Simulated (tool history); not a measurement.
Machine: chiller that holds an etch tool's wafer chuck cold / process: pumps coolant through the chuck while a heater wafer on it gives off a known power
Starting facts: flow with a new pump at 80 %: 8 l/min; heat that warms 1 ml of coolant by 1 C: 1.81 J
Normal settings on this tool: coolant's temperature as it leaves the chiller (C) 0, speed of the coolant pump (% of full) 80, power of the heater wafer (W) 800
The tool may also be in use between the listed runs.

run,hour,coolant's temperature as it leaves the chiller (C),speed of the coolant pump (% of full),power of the heater wafer (W),chuck's temperature once it has settled (C),how much warmer the coolant comes back (C)
1,0.0,0,80,800,6.02,3.34
2,43.0,0,80,800,6.00,3.37
3,132.2,0,89,800,5.57,3.07
4,195.2,-10,80,800,-3.98,3.38
5,292.1,-10,80,800,-3.87,3.33
6,348.7,-10,80,800,-4.05,3.36
# hour 358.7: coolant pump overhauled
7,421.6,-10,80,415,-7.23,1.79
# hour 454.8: coolant changed, channels flushed
8,520.5,-10,80,415,-7.62,1.81
9,590.0,4,79,446,6.63,1.97
10,637.7,2,76,800,7.45,3.65
# hour 719.2: coolant pump overhauled, once more
11,723.7,2,91,515,4.60,1.93
12,816.6,-3,93,1185,4.02,4.26
13,873.1,-3,93,1185,4.03,4.26
14,955.8,3,80,834,8.34,3.56
15,1037.5,8,69,800,13.83,3.90
16,1107.3,4,91,526,6.76,1.95

Each row is a separate what-if for the run after 16, all from the same tool condition, not one after another. Results?
A,1205.0,10,99,540,?,?
B,1205.0,-6,85,515,?,?
C,1205.0,9,75,800,?,?

run,chuck's temperature once it has settled (C),how much warmer the coolant comes back (C)
A,12.60,1.80
B,-3.17,2.04
C,14.53,3.61
With no hidden state in the tool, these same runs would have given:
run,chuck's temperature once it has settled (C),how much warmer the coolant comes back (C)
A,13.37,1.76
B,-2.41,2.00
C,15.18,3.53

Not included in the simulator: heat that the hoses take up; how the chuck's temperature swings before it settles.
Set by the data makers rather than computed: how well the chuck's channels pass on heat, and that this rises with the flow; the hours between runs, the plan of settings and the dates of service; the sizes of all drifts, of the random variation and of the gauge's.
